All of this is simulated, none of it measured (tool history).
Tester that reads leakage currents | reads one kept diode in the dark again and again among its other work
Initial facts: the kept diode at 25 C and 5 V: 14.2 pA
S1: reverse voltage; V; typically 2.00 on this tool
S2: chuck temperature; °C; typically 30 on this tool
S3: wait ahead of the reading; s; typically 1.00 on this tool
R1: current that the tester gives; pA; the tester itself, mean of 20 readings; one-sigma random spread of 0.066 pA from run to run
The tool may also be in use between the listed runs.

run,hour,S1,S2,S3,R1
1,0.0,2.00,30,1.00,17.75
2,236.4,2.00,23,1.00,10.66
3,346.4,1.32,30,1.00,13.95
4,518.1,1.32,30,1.00,14.10
# hour 649.0: probe card cleaned and baked
5,764.5,1.32,30,1.00,12.19
6,982.6,1.32,30,1.00,12.25
7,1167.7,2.00,30,0.74,15.44
8,1295.5,2.00,30,0.74,15.49
9,1407.9,2.00,30,1.00,15.59
10,1561.8,2.00,30,1.00,15.71
11,1778.4,2.00,30,1.00,15.89
12,1953.8,2.00,30,1.00,16.13
13,2152.6,2.00,27,1.00,12.68
14,2392.5,2.00,27,1.00,12.85
15,2531.5,2.00,25,1.00,10.89
16,2687.6,2.00,30,1.00,16.79
17,2839.3,2.00,30,1.00,16.99
18,2940.0,2.00,30,1.00,17.04
19,3140.2,2.85,30,1.00,21.02
20,3274.2,4.52,30,1.00,27.88
21,3511.8,4.52,30,1.00,28.30
# hour 3624.9: chuck's temperature calibrated
22,3740.8,19.20,41,4.69,145.31
23,3920.1,17.17,30,1.32,65.11
24,4030.2,17.17,30,1.32,65.58
25,4226.2,7.23,21,3.24,21.63
26,4387.4,3.90,20,3.24,13.28
27,4633.5,2.34,20,5.45,9.61
28,4849.9,2.83,30,5.45,22.18
29,5072.8,2.07,21,0.31,10.31
30,5177.8,2.41,36,9.41,32.71
# hour 5280.4: tester calibrated
31,5281.0,2.10,30,6.24,18.86
32,5511.2,2.10,30,6.24,19.02
33,5725.0,6.16,30,6.24,37.70
# hour 5744.0: probe card cleaned and baked
34,5834.5,3.98,27,0.41,17.03
35,6081.0,2.61,30,4.31,17.68
36,6258.4,2.61,30,4.31,17.93
37,6369.4,7.06,30,0.60,30.86
38,6540.0,7.06,30,0.60,31.88
39,6672.6,17.75,52,1.49,316.31
40,6913.7,4.03,42,1.49,65.94

Same runs, no hidden state in the tool, same run-to-run variation:
The hidden state here: stray current of the dirty probe card, pA a volt; current scale over the true one, %; true chuck temperature over the reading, C; drift of the gauge itself on leakage_pa, %.
run,R1
1,14.71
2,7.47
3,11.72
4,11.75
5,11.94
6,11.84
7,14.71
8,14.63
9,14.63
10,14.60
11,14.56
12,14.62
13,11.11
14,11.07
15,9.06
16,14.56
17,14.62
18,14.57
19,17.42
20,22.20
21,22.17
22,121.63
23,43.68
24,43.48
25,11.84
26,7.77
27,6.01
28,17.20
29,6.71
30,27.57
31,14.83
32,14.78
33,25.38
34,16.20
35,16.57
36,16.61
37,27.87
38,28.32
39,295.39
40,60.71
